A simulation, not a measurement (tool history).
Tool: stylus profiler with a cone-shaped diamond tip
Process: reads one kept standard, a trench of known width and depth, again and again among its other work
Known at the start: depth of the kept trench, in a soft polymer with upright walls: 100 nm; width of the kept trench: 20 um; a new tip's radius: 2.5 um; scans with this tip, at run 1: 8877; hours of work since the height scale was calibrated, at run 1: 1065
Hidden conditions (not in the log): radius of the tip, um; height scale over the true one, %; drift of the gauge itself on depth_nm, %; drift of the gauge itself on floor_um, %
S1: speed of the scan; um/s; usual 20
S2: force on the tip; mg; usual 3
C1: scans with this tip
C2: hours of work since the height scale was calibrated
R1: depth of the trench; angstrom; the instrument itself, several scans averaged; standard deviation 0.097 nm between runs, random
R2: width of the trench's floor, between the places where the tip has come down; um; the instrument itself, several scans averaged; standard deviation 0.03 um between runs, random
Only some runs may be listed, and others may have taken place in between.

run 1 hour=0 | S1=20 S2=3 | C1=8877 C2=1065 | R1=1015.2 R2=18.06
run 2 hour=59.4 | S1=20 S2=3 | C1=9211 C2=1105 | R1=1014.9 R2=18.08
run 3 hour=106.6 | S1=20 S2=3 | C1=9476 C2=1137 | R1=1014 R2=18.09
run 4 hour=151.9 | S1=13 S2=3 | C1=9730 C2=1167 | R1=1012.4 R2=18.08
run 5 hour=182 | S1=13 S2=3 | C1=9899 C2=1187 | R1=1012.6 R2=18.08
run 6 hour=213.4 | S1=13 S2=3 | C1=10076 C2=1209 | R1=1012.7 R2=18.07
run 7 hour=274 | S1=13 S2=3 | C1=10416 C2=1249 | R1=1012.9 R2=18.04
run 8 hour=334.7 | S1=15 S2=3 | C1=10757 C2=1290 | R1=1013.3 R2=18.07
run 9 hour=371.7 | S1=15 S2=3 | C1=10965 C2=1315 | R1=1012.8 R2=18.02
run 10 hour=417 | S1=15 S2=3 | C1=11219 C2=1346 | R1=1012.7 R2=18.02
run 11 hour=467.6 | S1=15 S2=3 | C1=11503 C2=1380 | R1=1013.7 R2=17.98
-- hour=517 height scale calibrated on a step standard
run 12 hour=519.8 | S1=15 S2=3 | C1=11793 C2=2 | R1=1019.8 R2=17.97
run 13 hour=581.3 | S1=20 S2=4.91 | C1=12139 C2=43 | R1=1025.3 R2=18
run 14 hour=627.1 | S1=20 S2=4.91 | C1=12396 C2=74 | R1=1026.2 R2=17.96
run 15 hour=671.4 | S1=10 S2=4.91 | C1=12644 C2=104 | R1=1025.9 R2=17.97
run 16 hour=710.7 | S1=10 S2=4.91 | C1=12865 C2=130 | R1=1025.2 R2=17.96
run 17 hour=760.2 | S1=10 S2=4.91 | C1=13143 C2=164 | R1=1025.2 R2=17.97
run 18 hour=815.8 | S1=69 S2=4.63 | C1=13455 C2=201 | R1=1023.9 R2=17.73
run 19 hour=869.2 | S1=69 S2=4.63 | C1=13755 C2=237 | R1=1024.8 R2=17.72
run 20 hour=910.1 | S1=23 S2=1.23 | C1=13984 C2=265 | R1=1007.5 R2=17.82
run 21 hour=952.5 | S1=23 S2=1.23 | C1=14223 C2=293 | R1=1008 R2=17.75
run 22 hour=985.3 | S1=23 S2=1.23 | C1=14406 C2=315 | R1=1009.7 R2=17.81
run 23 hour=1011.5 | S1=26 S2=5.49 | C1=14554 C2=333 | R1=1026.2 R2=17.85
run 24 hour=1039.2 | S1=58 S2=4.03 | C1=14709 C2=352 | R1=1020.1 R2=17.74
run 25 hour=1087.1 | S1=58 S2=4.03 | C1=14978 C2=384 | R1=1023.6 R2=17.71
run 26 hour=1137.6 | S1=19 S2=5.56 | C1=15262 C2=418 | R1=1026.4 R2=17.87

Alternative continuations, all from the tool just after run 26; predict every row:
run A hour=1199 | S1=6 S2=5.56 | C1=15606 C2=459 | R1=? R2=?
run B hour=1199 | S1=73 S2=1.35 | C1=15606 C2=459 | R1=? R2=?
run C hour=1199 | S1=18 S2=1.68 | C1=15606 C2=459 | R1=? R2=?

run=A R1=1026.7 R2=17.84
run=B R1=1008.5 R2=17.46
run=C R1=1009.5 R2=17.82
Without the tool's unlogged condition, the same runs would have read:
run=A R1=1029.3 R2=18.56
run=B R1=1011.1 R2=18.17
run=C R1=1012 R2=18.53
